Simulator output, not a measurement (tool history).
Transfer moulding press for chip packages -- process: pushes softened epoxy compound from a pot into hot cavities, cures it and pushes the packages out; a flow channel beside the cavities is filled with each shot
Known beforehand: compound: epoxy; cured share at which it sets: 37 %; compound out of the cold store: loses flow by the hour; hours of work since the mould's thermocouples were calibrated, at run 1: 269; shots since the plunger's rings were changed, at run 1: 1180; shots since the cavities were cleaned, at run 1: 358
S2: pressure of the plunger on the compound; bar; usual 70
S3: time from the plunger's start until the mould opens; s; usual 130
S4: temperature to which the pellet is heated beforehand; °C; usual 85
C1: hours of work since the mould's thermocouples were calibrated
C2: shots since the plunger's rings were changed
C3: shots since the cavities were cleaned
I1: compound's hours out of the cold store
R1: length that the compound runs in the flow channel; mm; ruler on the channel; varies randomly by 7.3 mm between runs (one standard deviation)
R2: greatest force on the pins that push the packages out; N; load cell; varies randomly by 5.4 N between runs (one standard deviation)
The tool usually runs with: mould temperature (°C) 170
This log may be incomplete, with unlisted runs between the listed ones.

{"run": 1, "hour": 0.0, "mould temperature (°C)": 170, "S2": 70, "S3": 130, "S4": 85, "C1": 269, "C2": 1180, "C3": 358, "I1": 30.2, "R1": 839, "R2": 273}
{"run": 2, "hour": 11.3, "mould temperature (°C)": 170, "S2": 70, "S3": 130, "S4": 85, "C1": 274, "C2": 1249, "C3": 427, "I1": 37.9, "R1": 834, "R2": 275}
{"run": 3, "hour": 27.2, "mould temperature (°C)": 170, "S2": 70, "S3": 130, "S4": 79, "C1": 281, "C2": 1347, "C3": 525, "I1": 33.3, "R1": 820, "R2": 317}
{"run": 4, "hour": 47.1, "mould temperature (°C)": 170, "S2": 70, "S3": 137, "S4": 85, "C1": 290, "C2": 1470, "C3": 648, "I1": 12.1, "R1": 866, "R2": 305}
{"hour": 67.8, "done": "cavities cleaned with cleaning compound and waxed"}
{"run": 5, "hour": 69.6, "mould temperature (°C)": 170, "S2": 70, "S3": 137, "S4": 85, "C1": 300, "C2": 1600, "C3": 11, "I1": 16.4, "R1": 842, "R2": 178}
{"run": 6, "hour": 84.8, "mould temperature (°C)": 170, "S2": 70, "S3": 137, "S4": 85, "C1": 306, "C2": 1694, "C3": 105, "I1": 31, "R1": 817, "R2": 210}
{"run": 7, "hour": 103.4, "mould temperature (°C)": 170, "S2": 70, "S3": 137, "S4": 85, "C1": 315, "C2": 1808, "C3": 219, "I1": 35.4, "R1": 805, "R2": 242}
{"run": 8, "hour": 125.8, "mould temperature (°C)": 177, "S2": 70, "S3": 130, "S4": 85, "C1": 324, "C2": 1946, "C3": 357, "I1": 14.4, "R1": 857, "R2": 261}
{"run": 9, "hour": 152.3, "mould temperature (°C)": 170, "S2": 70, "S3": 118, "S4": 85, "C1": 336, "C2": 2110, "C3": 521, "I1": 43.2, "R1": 793, "R2": 322}
{"run": 10, "hour": 178.0, "mould temperature (°C)": 170, "S2": 70, "S3": 118, "S4": 85, "C1": 348, "C2": 2268, "C3": 679, "I1": 37.4, "R1": 797, "R2": 346}
{"hour": 193.1, "done": "cavities cleaned with cleaning compound and waxed"}
{"run": 11, "hour": 193.9, "mould temperature (°C)": 170, "S2": 70, "S3": 118, "S4": 85, "C1": 354, "C2": 2357, "C3": 5, "I1": 24.2, "R1": 832, "R2": 199}
{"run": 12, "hour": 207.3, "mould temperature (°C)": 170, "S2": 52.7, "S3": 118, "S4": 85, "C1": 360, "C2": 2440, "C3": 88, "I1": 24.8, "R1": 712, "R2": 221}
{"run": 13, "hour": 234.9, "mould temperature (°C)": 170, "S2": 52.7, "S3": 118, "S4": 85, "C1": 372, "C2": 2610, "C3": 258, "I1": 16, "R1": 736, "R2": 264}
{"run": 14, "hour": 247.3, "mould temperature (°C)": 170, "S2": 52.7, "S3": 118, "S4": 85, "C1": 378, "C2": 2686, "C3": 334, "I1": 8.3, "R1": 746, "R2": 292}
{"run": 15, "hour": 269.5, "mould temperature (°C)": 170, "S2": 70, "S3": 130, "S4": 83, "C1": 388, "C2": 2823, "C3": 471, "I1": 8.7, "R1": 855, "R2": 294}
{"run": 16, "hour": 280.6, "mould temperature (°C)": 168, "S2": 70, "S3": 130, "S4": 77, "C1": 392, "C2": 2892, "C3": 540, "I1": 41, "R1": 786, "R2": 309}
{"run": 17, "hour": 301.7, "mould temperature (°C)": 167, "S2": 52.1, "S3": 131, "S4": 88, "C1": 402, "C2": 3022, "C3": 670, "I1": 45.8, "R1": 670, "R2": 345}
{"hour": 318.0, "done": "cavities cleaned with cleaning compound and waxed"}
{"run": 18, "hour": 329.8, "mould temperature (°C)": 169, "S2": 73.5, "S3": 123, "S4": 84, "C1": 414, "C2": 3186, "C3": 73, "I1": 44.7, "R1": 796, "R2": 227}
{"run": 19, "hour": 344.1, "mould temperature (°C)": 169, "S2": 73.5, "S3": 123, "S4": 84, "C1": 420, "C2": 3275, "C3": 162, "I1": 25.9, "R1": 814, "R2": 239}
{"run": 20, "hour": 361.0, "mould temperature (°C)": 177, "S2": 87, "S3": 123, "S4": 90, "C1": 427, "C2": 3379, "C3": 266, "I1": 27.7, "R1": 878, "R2": 238}
{"run": 21, "hour": 375.8, "mould temperature (°C)": 170, "S2": 55.8, "S3": 145, "S4": 85, "C1": 434, "C2": 3470, "C3": 357, "I1": 28.5, "R1": 731, "R2": 261}
{"run": 22, "hour": 400.0, "mould temperature (°C)": 170, "S2": 55.8, "S3": 145, "S4": 85, "C1": 445, "C2": 3619, "C3": 506, "I1": 16.4, "R1": 744, "R2": 285}
{"run": 23, "hour": 412.6, "mould temperature (°C)": 171, "S2": 87.7, "S3": 113, "S4": 85, "C1": 450, "C2": 3697, "C3": 584, "I1": 24.9, "R1": 920, "R2": 347}
{"run": 24, "hour": 424.4, "mould temperature (°C)": 173, "S2": 70, "S3": 130, "S4": 85, "C1": 456, "C2": 3769, "C3": 656, "I1": 33.2, "R1": 785, "R2": 295}
{"hour": 441.7, "done": "cavities cleaned with cleaning compound and waxed"}
{"run": 25, "hour": 446.2, "mould temperature (°C)": 173, "S2": 70, "S3": 130, "S4": 85, "C1": 465, "C2": 3895, "C3": 28, "I1": 33.4, "R1": 773, "R2": 183}
{"hour": 462.7, "done": "plunger's sealing rings changed"}
{"run": 26, "hour": 463.8, "mould temperature (°C)": 173, "S2": 83.1, "S3": 130, "S4": 89, "C1": 471, "C2": 7, "C3": 121, "I1": 43.5, "R1": 898, "R2": 209}
{"run": 27, "hour": 477.7, "mould temperature (°C)": 173, "S2": 83.1, "S3": 126, "S4": 81, "C1": 477, "C2": 93, "C3": 207, "I1": 42.1, "R1": 888, "R2": 230}
{"run": 28, "hour": 492.0, "mould temperature (°C)": 173, "S2": 83.1, "S3": 126, "S4": 81, "C1": 484, "C2": 181, "C3": 295, "I1": 34.6, "R1": 903, "R2": 257}
{"run": 29, "hour": 505.1, "mould temperature (°C)": 173, "S2": 83.1, "S3": 126, "S4": 81, "C1": 490, "C2": 262, "C3": 376, "I1": 18.8, "R1": 930, "R2": 262}

Branching from run 29: 3 alternative next runs. What would each branch give?
{"run": "A", "hour": 517.5, "mould temperature (°C)": 173, "S2": 83.1, "S3": 132, "S4": 94, "C1": 495, "C2": 338, "C3": 452, "I1": 44.3, "R1": "?", "R2": "?"}
{"run": "B", "hour": 517.5, "mould temperature (°C)": 173, "S2": 67.7, "S3": 131, "S4": 85, "C1": 495, "C2": 338, "C3": 452, "I1": 32.8, "R1": "?", "R2": "?"}
{"run": "C", "hour": 517.5, "mould temperature (°C)": 173, "S2": 73.1, "S3": 144, "S4": 81, "C1": 495, "C2": 338, "C3": 452, "I1": 24.4, "R1": "?", "R2": "?"}

run=A R1=889 R2=273
run=B R1=818 R2=270
run=C R1=857 R2=266
Stripped of hidden state, with their random variation kept, the same runs would have yielded:
run=A R1=892 R2=173
run=B R1=821 R2=171
run=C R1=860 R2=168
